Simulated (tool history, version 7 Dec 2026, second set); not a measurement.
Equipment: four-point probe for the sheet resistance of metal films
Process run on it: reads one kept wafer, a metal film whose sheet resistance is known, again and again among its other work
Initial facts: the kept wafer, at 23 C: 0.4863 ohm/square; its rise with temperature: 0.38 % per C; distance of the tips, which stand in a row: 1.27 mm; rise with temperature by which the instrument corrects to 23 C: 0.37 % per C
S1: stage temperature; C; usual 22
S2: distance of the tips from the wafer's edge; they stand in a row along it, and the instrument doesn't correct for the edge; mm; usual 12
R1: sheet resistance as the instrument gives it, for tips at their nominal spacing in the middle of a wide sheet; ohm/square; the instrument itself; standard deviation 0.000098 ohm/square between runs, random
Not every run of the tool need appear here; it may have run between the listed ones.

run	hour	S1	S2	R1
1	0.0	22	12	0.492015
2	28.3	22	12	0.491944
3	77.7	22	12	0.492166
4	108.9	22	12	0.492164
5	133.3	22	12	0.492129
# hour 137.5: stage's thermometer calibrated
6	188.1	22	12	0.492353
7	211.3	22	12	0.492246
8	259.2	22	24	0.490301
9	309.6	27	3	0.532381
10	340.4	19	4	0.514513
11	381.3	24	4	0.514729
# hour 405.7: stage's thermometer calibrated, once more
12	406.0	34	37	0.490148
13	438.6	32	18	0.491400
14	488.3	25	27	0.490413

A few steps of R1 between consecutive runs. Split each: what settings, incoming material and random variation would produce without the hidden state, and what is left over for the hidden state, along with gauge scatter present in only one of the two compared results (measured, and without hidden state):
Unlogged tool condition in this case: inner tips' distance over the nominal, %; tips' flats over new ones', %; wafer's true temperature over the reading, C; drift of the gauge itself on sheet_ohm, %.
Run 8 -> 9: S1 22 -> 27, S2 24 -> 3. R1 +0.042080 ohm/square: hidden state +0.000328, all else +0.041752.
Run 11 -> 12: S1 24 -> 34, S2 4 -> 37, stage's thermometer calibrated, once more. R1 -0.024581 ohm/square: hidden state -0.000343, all else -0.024238.
